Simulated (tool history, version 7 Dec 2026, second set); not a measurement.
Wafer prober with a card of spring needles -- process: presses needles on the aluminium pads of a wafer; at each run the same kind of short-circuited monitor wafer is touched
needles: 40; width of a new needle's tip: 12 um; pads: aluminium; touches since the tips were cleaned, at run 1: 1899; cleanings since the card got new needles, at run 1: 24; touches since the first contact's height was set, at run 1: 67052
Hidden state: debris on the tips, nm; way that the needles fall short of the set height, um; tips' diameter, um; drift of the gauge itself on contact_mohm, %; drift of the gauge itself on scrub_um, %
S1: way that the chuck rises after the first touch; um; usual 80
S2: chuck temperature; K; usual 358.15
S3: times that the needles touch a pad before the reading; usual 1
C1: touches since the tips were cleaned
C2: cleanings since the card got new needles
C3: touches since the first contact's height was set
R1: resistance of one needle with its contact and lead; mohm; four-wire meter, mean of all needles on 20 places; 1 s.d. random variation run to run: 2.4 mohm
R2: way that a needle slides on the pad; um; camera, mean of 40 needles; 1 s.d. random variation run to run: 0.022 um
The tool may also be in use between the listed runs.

Run 1, hour 0.0: usual settings; C1 1899; C2 24; C3 67052. Result: R1 377 mohm, R2 19.65 um.
Run 2, hour 19.6: usual settings; C1 6226; C2 24; C3 71379. Result: R1 436 mohm, R2 19.66 um.
At hour 29.7: tips cleaned on abrasive film.
Run 3, hour 47.0: usual settings; C1 3808; C2 25; C3 77417. Result: R1 418 mohm, R2 19.66 um.
At hour 68.1: tips cleaned on abrasive film.
Run 4, hour 79.0: usual settings; C1 2409; C2 26; C3 84473. Result: R1 391 mohm, R2 19.64 um.
At hour 106.5: tips cleaned on abrasive film.
Run 5, hour 107.3: usual settings; C1 171; C2 27; C3 90720. Result: R1 303 mohm, R2 19.64 um.
Run 6, hour 133.4: usual settings but S2 362.15 K; C1 5946; C2 27; C3 96495. Result: R1 429 mohm, R2 19.63 um.
At hour 145.7: tips cleaned on abrasive film.
Run 7, hour 163.4: usual settings but S2 362.15 K; C1 3916; C2 28; C3 103097. Result: R1 430 mohm, R2 19.60 um.
At hour 185.5: tips cleaned on abrasive film.
Run 8, hour 193.8: usual settings but S2 362.15 K; C1 1836; C2 29; C3 109806. Result: R1 390 mohm, R2 19.61 um.
Run 9, hour 211.2: usual settings but S2 362.15 K; C1 5681; C2 29; C3 113651. Result: R1 440 mohm, R2 19.59 um.
At hour 223.8: tips cleaned on abrasive film.
Run 10, hour 244.3: usual settings but S1 68 um, S2 362.15 K; C1 4536; C2 30; C3 120955. Result: R1 471 mohm, R2 16.65 um.
At hour 262.3: tips cleaned on abrasive film.
Run 11, hour 262.3: usual settings but S1 73 um, S2 362.15 K; C1 0; C2 31; C3 124911. Result: R1 303 mohm, R2 17.92 um.
Run 12, hour 291.8: usual settings; C1 6532; C2 31; C3 131443. Result: R1 444 mohm, R2 19.61 um.
At hour 302.2: tips cleaned on abrasive film.
Run 13, hour 320.5: usual settings; C1 4059; C2 32; C3 137771. Result: R1 423 mohm, R2 19.58 um.
At hour 342.2: tips cleaned on abrasive film.
Run 14, hour 357.0: usual settings; C1 3273; C2 33; C3 145828. Result: R1 420 mohm, R2 19.57 um.
At hour 382.4: tips cleaned on abrasive film.
Run 15, hour 391.4: usual settings but S1 91 um; C1 1994; C2 34; C3 153415. Result: R1 364 mohm, R2 22.27 um.
At hour 399.1: height of the first contact set anew.
At hour 421.8: tips cleaned on abrasive film.
Run 16, hour 421.8: usual settings but S1 91 um; C1 0; C2 35; C3 5012. Result: R1 279 mohm, R2 22.45 um.
Run 17, hour 451.9: usual settings but S1 91 um; C1 6663; C2 35; C3 11675. Result: R1 406 mohm, R2 22.41 um.
At hour 460.7: tips cleaned on abrasive film.
Run 18, hour 477.4: usual settings but S1 62 um, S2 355.15 K; C1 3675; C2 36; C3 17275. Result: R1 497 mohm, R2 15.28 um.
At hour 500.7: tips cleaned on abrasive film.
Run 19, hour 503.2: usual settings but S1 62 um, S2 355.15 K; C1 535; C2 37; C3 22960. Result: R1 362 mohm, R2 15.28 um.
Run 20, hour 521.7: usual settings but S1 62 um, S2 355.15 K; C1 4637; C2 37; C3 27062. Result: R1 513 mohm, R2 15.26 um.
At hour 542.0: tips cleaned on abrasive film.
Run 21, hour 551.9: usual settings but S1 97 um, S2 301.15 K, S3 2; C1 2198; C2 38; C3 33721. Result: R1 322 mohm, R2 23.89 um.
Run 22, hour 572.7: usual settings but S1 97 um, S2 301.15 K, S3 2; C1 6789; C2 38; C3 38312. Result: R1 338 mohm, R2 23.89 um.
At hour 582.6: tips cleaned on abrasive film.
Run 23, hour 601.0: usual settings but S1 97 um, S2 301.15 K, S3 2; C1 4073; C2 39; C3 44558. Result: R1 330 mohm, R2 23.89 um.
At hour 622.8: tips cleaned on abrasive film.
Run 24, hour 637.7: usual settings; C1 3294; C2 40; C3 52654. Result: R1 418 mohm, R2 19.67 um.
Run 25, hour 653.8: usual settings but S1 92 um; C1 6850; C2 40; C3 56210. Result: R1 404 mohm, R2 22.66 um.
At hour 662.1: tips cleaned on abrasive film.
Run 26, hour 683.8: usual settings but S1 61 um; C1 4797; C2 41; C3 62816. Result: R1 521 mohm, R2 14.98 um.
At hour 702.4: tips cleaned on abrasive film.
Run 27, hour 706.2: usual settings but S1 96 um, S2 309.15 K; C1 854; C2 42; C3 67768. Result: R1 315 mohm, R2 23.56 um.
At hour 740.8: tips cleaned on abrasive film.
Run 28, hour 741.3: usual settings but S1 66 um, S2 302.15 K; C1 96; C2 43; C3 75493. Result: R1 298 mohm, R2 16.19 um.
Run 29, hour 760.2: usual settings but S1 88 um, S2 328.15 K, S3 2; C1 4290; C2 43; C3 79687. Result: R1 349 mohm, R2 21.60 um.
At hour 781.0: tips cleaned on abrasive film.
Run 30, hour 790.7: usual settings but S1 96 um, S2 349.15 K; C1 2126; C2 44; C3 86397. Result: R1 360 mohm, R2 23.59 um.
At hour 819.2: tips cleaned on abrasive film.
Run 31, hour 822.6: usual settings; C1 750; C2 45; C3 93445. Result: R1 344 mohm, R2 19.64 um.
Run 32, hour 851.8: usual settings; C1 7198; C2 45; C3 99893. Result: R1 445 mohm, R2 19.61 um.
At hour 857.5: tips cleaned on abrasive film.
Run 33, hour 875.1: usual settings but S1 77 um, S3 2; C1 3898; C2 46; C3 105034. Result: R1 365 mohm, R2 18.84 um.

Predict each of these 3 candidate next runs independently; none follows another, all start after run 33:
Run A, hour 893.7: usual settings but S1 66 um; C1 8002; C2 46; C3 109138. Result: R1 ?, R2 ?.
Run B, hour 893.7: usual settings but S2 309.15 K, S3 2; C1 8002; C2 46; C3 109138. Result: R1 ?, R2 ?.
Run C, hour 893.7: usual settings but S1 95 um, S2 316.15 K; C1 8002; C2 46; C3 109138. Result: R1 ?, R2 ?.

run   R1     R2
  A  510  16.18
  B  377  19.61
  C  399  23.33
The same runs, with their run-to-run variation unchanged, on a tool lacking any hidden condition would have given:
run   R1     R2
  A  279  16.31
  B  267  19.74
  C  263  23.45

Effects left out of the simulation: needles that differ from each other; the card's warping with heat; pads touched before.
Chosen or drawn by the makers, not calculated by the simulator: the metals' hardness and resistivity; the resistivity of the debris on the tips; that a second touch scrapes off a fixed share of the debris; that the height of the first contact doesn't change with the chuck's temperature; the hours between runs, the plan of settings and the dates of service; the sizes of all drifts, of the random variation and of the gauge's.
